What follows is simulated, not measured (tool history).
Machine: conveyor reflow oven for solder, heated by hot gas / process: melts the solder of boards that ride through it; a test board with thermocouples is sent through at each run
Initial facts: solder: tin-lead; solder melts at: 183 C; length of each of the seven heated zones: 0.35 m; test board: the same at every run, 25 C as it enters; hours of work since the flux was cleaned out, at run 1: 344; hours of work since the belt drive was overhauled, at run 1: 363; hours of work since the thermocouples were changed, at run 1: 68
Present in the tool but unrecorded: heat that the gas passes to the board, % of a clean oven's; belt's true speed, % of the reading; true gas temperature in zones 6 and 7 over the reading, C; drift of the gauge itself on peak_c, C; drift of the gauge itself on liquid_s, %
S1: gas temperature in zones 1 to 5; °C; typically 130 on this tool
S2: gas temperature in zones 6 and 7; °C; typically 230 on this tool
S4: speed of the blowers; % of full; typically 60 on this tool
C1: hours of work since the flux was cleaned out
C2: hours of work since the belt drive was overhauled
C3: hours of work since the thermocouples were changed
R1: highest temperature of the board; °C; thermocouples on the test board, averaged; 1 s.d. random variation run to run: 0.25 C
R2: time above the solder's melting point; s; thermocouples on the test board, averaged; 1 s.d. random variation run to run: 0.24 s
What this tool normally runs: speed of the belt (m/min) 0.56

{"run": 1, "hour": 0.0, "S1": 130, "S2": 230, "speed of the belt (m/min)": 0.56, "S4": 60, "C1": 344, "C2": 363, "C3": 68, "R1": 214.5, "R2": 51.5}
{"run": 2, "hour": 4.7, "S1": 130, "S2": 230, "speed of the belt (m/min)": 0.56, "S4": 60, "C1": 347, "C2": 366, "C3": 71, "R1": 213.7, "R2": 51.7}
{"run": 3, "hour": 12.3, "S1": 130, "S2": 230, "speed of the belt (m/min)": 0.56, "S4": 60, "C1": 352, "C2": 371, "C3": 76, "R1": 214, "R2": 51.9}
{"run": 4, "hour": 21.5, "S1": 130, "S2": 230, "speed of the belt (m/min)": 0.56, "S4": 60, "C1": 358, "C2": 377, "C3": 82, "R1": 213.6, "R2": 51.8}
{"run": 5, "hour": 29.6, "S1": 130, "S2": 230, "speed of the belt (m/min)": 0.56, "S4": 60, "C1": 363, "C2": 382, "C3": 87, "R1": 213.3, "R2": 51.3}
{"run": 6, "hour": 36.1, "S1": 130, "S2": 230, "speed of the belt (m/min)": 0.56, "S4": 60, "C1": 368, "C2": 387, "C3": 91, "R1": 213.8, "R2": 51.4}
{"run": 7, "hour": 43.6, "S1": 130, "S2": 230, "speed of the belt (m/min)": 0.56, "S4": 60, "C1": 372, "C2": 391, "C3": 96, "R1": 213.6, "R2": 51.5}
{"run": 8, "hour": 50.9, "S1": 130, "S2": 230, "speed of the belt (m/min)": 0.56, "S4": 60, "C1": 377, "C2": 396, "C3": 101, "R1": 214.3, "R2": 51.4}
{"run": 9, "hour": 57.0, "S1": 130, "S2": 230, "speed of the belt (m/min)": 0.56, "S4": 60, "C1": 381, "C2": 400, "C3": 105, "R1": 213.7, "R2": 51.5}
{"run": 10, "hour": 62.0, "S1": 124, "S2": 244, "speed of the belt (m/min)": 0.56, "S4": 84, "C1": 384, "C2": 403, "C3": 108, "R1": 230.2, "R2": 61.9}
{"run": 11, "hour": 66.7, "S1": 134, "S2": 231, "speed of the belt (m/min)": 0.56, "S4": 60, "C1": 387, "C2": 406, "C3": 111, "R1": 214.9, "R2": 54.5}
{"run": 12, "hour": 74.7, "S1": 129, "S2": 242, "speed of the belt (m/min)": 0.506, "S4": 60, "C1": 392, "C2": 411, "C3": 116, "R1": 227.3, "R2": 68.4}
{"hour": 82.1, "done": "flux residue cleaned out of gas plates and filters"}
{"run": 13, "hour": 85.1, "S1": 138, "S2": 230, "speed of the belt (m/min)": 0.621, "S4": 60, "C1": 2, "C2": 415, "C3": 120, "R1": 214.2, "R2": 49.3}
{"run": 14, "hour": 94.6, "S1": 138, "S2": 230, "speed of the belt (m/min)": 0.621, "S4": 60, "C1": 8, "C2": 421, "C3": 126, "R1": 214.8, "R2": 49.4}
{"run": 15, "hour": 100.4, "S1": 138, "S2": 230, "speed of the belt (m/min)": 0.518, "S4": 60, "C1": 12, "C2": 425, "C3": 130, "R1": 219.1, "R2": 64.6}
{"run": 16, "hour": 105.0, "S1": 130, "S2": 230, "speed of the belt (m/min)": 0.534, "S4": 51, "C1": 15, "C2": 428, "C3": 133, "R1": 215.1, "R2": 56}
{"run": 17, "hour": 111.0, "S1": 130, "S2": 230, "speed of the belt (m/min)": 0.534, "S4": 51, "C1": 19, "C2": 431, "C3": 136, "R1": 215.5, "R2": 55.4}
{"run": 18, "hour": 117.3, "S1": 130, "S2": 230, "speed of the belt (m/min)": 0.623, "S4": 55, "C1": 23, "C2": 436, "C3": 140, "R1": 210.9, "R2": 44}

Pick out some run-to-run changes in R1. Of each, how much would a tool without hidden state show as well, from the settings, what came in and chance, and how much is left for the hidden state and any gauge scatter not in both results compared?
Run 9 -> 10: S1 130 -> 124, S2 230 -> 244, S4 60 -> 84. R1 +16.5 °C: hidden state -0.7, all else +17.2.
Run 12 -> 13: S1 129 -> 138, S2 242 -> 230, speed of the belt (m/min) 0.506 -> 0.621, flux residue cleaned out of gas plates and filters. R1 -13.1 °C: hidden state +2.6, all else -15.7.
